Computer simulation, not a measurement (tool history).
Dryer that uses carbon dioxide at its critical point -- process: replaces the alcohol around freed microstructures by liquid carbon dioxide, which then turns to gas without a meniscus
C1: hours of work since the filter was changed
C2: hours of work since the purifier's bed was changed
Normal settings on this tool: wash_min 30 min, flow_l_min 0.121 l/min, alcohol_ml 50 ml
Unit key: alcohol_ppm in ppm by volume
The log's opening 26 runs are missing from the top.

run 27 hour=215.7 | wash_min=23 flow_l_min=0.146 alcohol_ml=50 | C1=141 C2=185 | alcohol_ppm=438
run 28 hour=225 | wash_min=23 flow_l_min=0.146 alcohol_ml=50 | C1=146 C2=190 | alcohol_ppm=449
run 29 hour=234.4 | wash_min=23 flow_l_min=0.146 alcohol_ml=104 | C1=151 C2=195 | alcohol_ppm=846
run 30 hour=239.8 | wash_min=30 flow_l_min=0.102 alcohol_ml=50 | C1=154 C2=198 | alcohol_ppm=711
run 31 hour=250.9 | wash_min=36 flow_l_min=0.146 alcohol_ml=49 | C1=161 C2=204 | alcohol_ppm=83
run 32 hour=260.8 | wash_min=21 flow_l_min=0.149 alcohol_ml=24 | C1=166 C2=210 | alcohol_ppm=352
run 33 hour=267 | wash_min=21 flow_l_min=0.151 alcohol_ml=96 | C1=170 C2=214 | alcohol_ppm=1152
run 34 hour=275.4 | wash_min=33 flow_l_min=0.105 alcohol_ml=24 | C1=175 C2=218 | alcohol_ppm=247
run 35 hour=285 | wash_min=33 flow_l_min=0.105 alcohol_ml=24 | C1=180 C2=224 | alcohol_ppm=248
run 36 hour=292.4 | wash_min=43 flow_l_min=0.09 alcohol_ml=39 | C1=184 C2=228 | alcohol_ppm=235
run 37 hour=302.9 | wash_min=26 flow_l_min=0.121 alcohol_ml=50 | C1=190 C2=234 | alcohol_ppm=693
run 38 hour=308.4 | wash_min=23 flow_l_min=0.077 alcohol_ml=34 | C1=193 C2=237 | alcohol_ppm=4095
run 39 hour=319.2 | wash_min=30 flow_l_min=0.121 alcohol_ml=43 | C1=199 C2=243 | alcohol_ppm=334
run 40 hour=329.1 | wash_min=30 flow_l_min=0.121 alcohol_ml=43 | C1=205 C2=249 | alcohol_ppm=349
run 41 hour=338.2 | wash_min=46 flow_l_min=0.121 alcohol_ml=50 | C1=210 C2=254 | alcohol_ppm=98

The next listed run, before its measurement:
run 42 hour=344.6 | wash_min=19 flow_l_min=0.08 alcohol_ml=105 | C1=213 C2=257 | alcohol_ppm=?

{"run 42": {"alcohol_ppm": 19113}}
Were there no unlogged condition in the tool, this run, its random variation unchanged, would have produced alcohol_ppm 13561 ppm by volume.
